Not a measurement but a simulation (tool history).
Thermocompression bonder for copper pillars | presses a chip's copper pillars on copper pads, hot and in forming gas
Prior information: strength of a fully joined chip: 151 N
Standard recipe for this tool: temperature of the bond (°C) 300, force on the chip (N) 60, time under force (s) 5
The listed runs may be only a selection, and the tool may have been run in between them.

run,day,temperature of the bond (°C),force on the chip (N),time under force (s),force that shears a chip off (N)
1,0,300,60,5,55.3
2,0.458,300,60,5,54.2
3,0.8,300,60,5,55.1
4,1.054,300,60,5,55.2
5,1.529,300,60,5,53.1
6,1.925,300,60,5,53.1
7,2.325,300,67,5,57
8,2.592,300,39,5,39.3
9,2.825,300,39,5,41.2
10,3.196,300,39,5,40.3
11,3.729,300,60,5,52.7
12,4.233,300,59,5,53.5
13,4.512,300,60,10,68.6
14,5.017,296,60,5,49.9
15,5.517,300,60,5,51.1
16,5.933,300,60,5,55.8
17,6.204,300,60,5,56.2
18,6.438,300,60,5,56.2
19,6.962,300,60,5,56.5
20,7.246,300,60,5,55.9
21,7.725,300,60,5,55.7
22,8.212,308,37,6,50.1
23,8.771,286,48,6,42.9
24,9.246,283,48,10,50.2
25,9.638,320,75,5,79.7
26,10.125,271,59,5,37.3
27,10.4,313,49,5,58
28,10.696,271,79,14,66.6
29,11.138,276,79,9,62.8
30,11.471,276,79,9,62.4
31,11.762,284,76,8,66.5
32,12.096,284,76,8,63.3
33,12.346,278,58,5,41.8
34,12.812,323,60,8,86
35,13.042,323,60,8,86.7
36,13.425,274,49,11,50
37,13.846,274,49,11,49.3
38,14.296,293,44,9,52.6
39,14.746,293,44,9,53.5

Missing from the log above: 3 entries noted between runs. For each, name the pair of listed runs it sits between and say how the tool's hidden condition differs from the listed run just before to the listed run just after:
Between runs 13 and 14: heater calibrated with a thermocouple chip (day 4.625)
  true temperature of the bond over the reading, C: -4.8 -> -5.7; oxide that the forming gas leaves, % of the face: 2.45 -> 2.55
  the result without the hidden state subtracted from the measured one, force that shears a chip off (N): -4.4 -> -4.3
Between runs 15 and 16: heater calibrated with a thermocouple chip, once more (day 5.933)
  true temperature of the bond over the reading, C: -5.8 -> -0.3; force that reaches the chip, % of what is set: 102.1 -> 102.2; oxide that the forming gas leaves, % of the face: 2.65 -> 2.72
  the result without the hidden state subtracted from the measured one, force that shears a chip off (N): -4.4 -> -0.7
Between runs 28 and 29: forming gas filter changed (day 11.138)
  true temperature of the bond over the reading, C: -0.8 -> -0.9; oxide that the forming gas leaves, % of the face: 3.79 -> 0.59
  the result without the hidden state subtracted from the measured one, force that shears a chip off (N): -2 -> +0.2
